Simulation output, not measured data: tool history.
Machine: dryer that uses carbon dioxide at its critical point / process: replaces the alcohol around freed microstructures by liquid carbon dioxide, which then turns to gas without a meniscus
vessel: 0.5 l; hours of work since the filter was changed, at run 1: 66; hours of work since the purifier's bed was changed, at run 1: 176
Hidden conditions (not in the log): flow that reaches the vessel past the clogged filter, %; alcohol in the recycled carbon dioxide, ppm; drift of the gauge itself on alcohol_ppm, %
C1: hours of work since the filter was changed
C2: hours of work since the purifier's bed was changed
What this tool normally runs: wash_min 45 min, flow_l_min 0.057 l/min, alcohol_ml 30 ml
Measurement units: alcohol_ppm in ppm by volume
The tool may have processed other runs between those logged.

{"run": 1, "hour": 0.0, "wash_min": 45, "flow_l_min": 0.057, "alcohol_ml": 30, "C1": 66, "C2": 176, "alcohol_ppm": 1752}
{"run": 2, "hour": 8.3, "wash_min": 45, "flow_l_min": 0.057, "alcohol_ml": 30, "C1": 69, "C2": 179, "alcohol_ppm": 1804}
{"run": 3, "hour": 13.6, "wash_min": 45, "flow_l_min": 0.057, "alcohol_ml": 30, "C1": 71, "C2": 181, "alcohol_ppm": 1772}
{"run": 4, "hour": 25.3, "wash_min": 45, "flow_l_min": 0.057, "alcohol_ml": 30, "C1": 76, "C2": 185, "alcohol_ppm": 1786}
{"run": 5, "hour": 31.7, "wash_min": 45, "flow_l_min": 0.057, "alcohol_ml": 30, "C1": 78, "C2": 188, "alcohol_ppm": 1847}
{"run": 6, "hour": 38.2, "wash_min": 45, "flow_l_min": 0.057, "alcohol_ml": 30, "C1": 81, "C2": 190, "alcohol_ppm": 1834}
{"run": 7, "hour": 49.0, "wash_min": 45, "flow_l_min": 0.057, "alcohol_ml": 80, "C1": 85, "C2": 194, "alcohol_ppm": 4960}
{"run": 8, "hour": 61.1, "wash_min": 60, "flow_l_min": 0.057, "alcohol_ml": 80, "C1": 89, "C2": 199, "alcohol_ppm": 1633}
{"run": 9, "hour": 67.9, "wash_min": 39, "flow_l_min": 0.0622, "alcohol_ml": 30, "C1": 92, "C2": 201, "alcohol_ppm": 2268}
{"run": 10, "hour": 78.7, "wash_min": 39, "flow_l_min": 0.0622, "alcohol_ml": 30, "C1": 96, "C2": 205, "alcohol_ppm": 2383}
{"run": 11, "hour": 91.2, "wash_min": 46, "flow_l_min": 0.0549, "alcohol_ml": 58, "C1": 101, "C2": 210, "alcohol_ppm": 4041}
{"run": 12, "hour": 102.8, "wash_min": 62, "flow_l_min": 0.0358, "alcohol_ml": 104, "C1": 105, "C2": 214, "alcohol_ppm": 12349}
{"run": 13, "hour": 113.1, "wash_min": 59, "flow_l_min": 0.0479, "alcohol_ml": 104, "C1": 109, "C2": 218, "alcohol_ppm": 5370}
{"run": 14, "hour": 122.2, "wash_min": 59, "flow_l_min": 0.0479, "alcohol_ml": 104, "C1": 112, "C2": 222, "alcohol_ppm": 5370}
{"run": 15, "hour": 129.1, "wash_min": 59, "flow_l_min": 0.0541, "alcohol_ml": 114, "C1": 115, "C2": 224, "alcohol_ppm": 3644}
{"run": 16, "hour": 135.4, "wash_min": 29, "flow_l_min": 0.0356, "alcohol_ml": 59, "C1": 117, "C2": 227, "alcohol_ppm": 32487}

Consider 5 possible next runs. They are alternatives, not a sequence: every one starts from the tool as it was left by run 16. What does each give?
{"run": "A", "hour": 140.5, "wash_min": 37, "flow_l_min": 0.0862, "alcohol_ml": 39, "C1": 119, "C2": 229, "alcohol_ppm": "?"}
{"run": "B", "hour": 140.5, "wash_min": 30, "flow_l_min": 0.057, "alcohol_ml": 65, "C1": 119, "C2": 229, "alcohol_ppm": "?"}
{"run": "C", "hour": 140.5, "wash_min": 54, "flow_l_min": 0.0643, "alcohol_ml": 59, "C1": 119, "C2": 229, "alcohol_ppm": "?"}
{"run": "D", "hour": 140.5, "wash_min": 52, "flow_l_min": 0.0359, "alcohol_ml": 58, "C1": 119, "C2": 229, "alcohol_ppm": "?"}
{"run": "E", "hour": 140.5, "wash_min": 33, "flow_l_min": 0.091, "alcohol_ml": 38, "C1": 119, "C2": 229, "alcohol_ppm": "?"}

run=A alcohol_ppm=1117
run=B alcohol_ppm=13955
run=C alcohol_ppm=1295
run=D alcohol_ppm=11297
run=E alcohol_ppm=1370
What these runs would have given with no unlogged condition in the tool:
run=A alcohol_ppm=560
run=B alcohol_ppm=9897
run=C alcohol_ppm=626
run=D alcohol_ppm=7856
run=E alcohol_ppm=716

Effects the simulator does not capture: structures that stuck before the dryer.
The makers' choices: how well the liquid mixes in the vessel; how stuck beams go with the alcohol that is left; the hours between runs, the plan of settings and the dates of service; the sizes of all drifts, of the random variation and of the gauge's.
